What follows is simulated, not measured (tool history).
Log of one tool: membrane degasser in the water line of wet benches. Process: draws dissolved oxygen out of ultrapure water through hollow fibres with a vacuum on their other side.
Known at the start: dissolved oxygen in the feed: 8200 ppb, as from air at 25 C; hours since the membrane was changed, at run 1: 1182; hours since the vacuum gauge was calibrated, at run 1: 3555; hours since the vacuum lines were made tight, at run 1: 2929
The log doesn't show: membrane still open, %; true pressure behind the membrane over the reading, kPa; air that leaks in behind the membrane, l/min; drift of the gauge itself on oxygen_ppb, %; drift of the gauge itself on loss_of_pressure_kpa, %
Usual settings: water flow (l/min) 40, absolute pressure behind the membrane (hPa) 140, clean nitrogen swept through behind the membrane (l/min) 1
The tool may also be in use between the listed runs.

run,hour,water flow (l/min),absolute pressure behind the membrane (hPa),clean nitrogen swept through behind the membrane (l/min),hours since the membrane was changed,hours since the vacuum gauge was calibrated,hours since the vacuum lines were made tight,dissolved oxygen in the water behind the degasser (ppb),pressure that the water loses in the fibres (hPa)
1,0,40,140,1,1182,3555,2929,804.7,556.1
2,67.1,24,140,1,1249,3622,2996,535.7,337.9
3,190.9,24,140,1,1373,3745,3119,534.7,334.7
4,270.4,24,140,1,1452,3825,3199,535.8,332.3
5,338.9,52,140,1,1521,3893,3267,981.4,727.1
6,404.2,52,140,1,1586,3959,3333,982.1,725.4
7,503.9,52,140,1,1686,4058,3432,979.8,722.4
8,641.7,31,195,2.51,1824,4196,3570,450.8,432.5
9,768.8,31,195,2.51,1951,4323,3697,452.8,434.5
10,879.6,26,231,2.26,2062,4434,3808,510.6,364.4
11,975.7,26,231,2.26,2158,4530,3904,511.1,363.1
12,1119.5,54,219,2.01,2301,4674,4048,988,752.5
13,1252,40,326,1,2434,4807,4181,1925.8,555.5

4 ways to go on from here, each from the tool as it stands after run 13. What would each give?
A,1361.6,40,132,1.07,2544,4916,4290,?,?
B,1361.6,51,326,1,2544,4916,4290,?,?
C,1361.6,37,326,1,2544,4916,4290,?,?
D,1361.6,40,280,1,2544,4916,4290,?,?

run,dissolved oxygen in the water behind the degasser (ppb),pressure that the water loses in the fibres (hPa)
A,721.8,554.6
B,2250.2,710.2
C,1829.8,516.1
D,1674.7,556.1
Without the tool's hidden state the same runs would have given:
run,dissolved oxygen in the water behind the degasser (ppb),pressure that the water loses in the fibres (hPa)
A,713.6,554.3
B,2225.5,709.8
C,1809.6,515.9
D,1656.2,555.8
